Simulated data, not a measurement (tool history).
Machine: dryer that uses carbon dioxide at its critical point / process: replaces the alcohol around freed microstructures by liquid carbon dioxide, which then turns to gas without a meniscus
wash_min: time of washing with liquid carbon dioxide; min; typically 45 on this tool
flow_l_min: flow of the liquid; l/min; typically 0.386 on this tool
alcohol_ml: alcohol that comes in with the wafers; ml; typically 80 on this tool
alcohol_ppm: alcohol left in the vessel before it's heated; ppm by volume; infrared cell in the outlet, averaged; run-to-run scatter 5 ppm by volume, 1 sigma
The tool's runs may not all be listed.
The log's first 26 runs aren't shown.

run   hour  wash_min  flow_l_min  alcohol_ml  alcohol_ppm
 27  378.2        65       0.553          26           41
 28  394.6        70       0.418          88           38
 29  408.3        44       0.351          35           50
 30  424.2        66       0.472          48           38
 31  433.1        49       0.472          20           40
 32  447.0        65       0.359          80           39
 33  460.3        65       0.359          80           36
 34  475.6        65       0.359          80           40
 35  489.6        47       0.266          28           78
 36  500.1        68       0.302          36           39
 37  520.7        68       0.302          36           45
 38  536.0        68       0.302          36           50
 39  552.6        46       0.363          30           57
 40  573.6        45       0.358          80           64
 41  588.1        45       0.358          80           74
 42  600.0        36       0.386         107          129
 43  614.1        27       0.303          80          969

Predict the results of run 44:
 44  632.4        35       0.610          63            ?

alcohol_ppm: 38 ppm by volume
Without the tool's hidden state the same run would have given alcohol_ppm 0 ppm by volume.
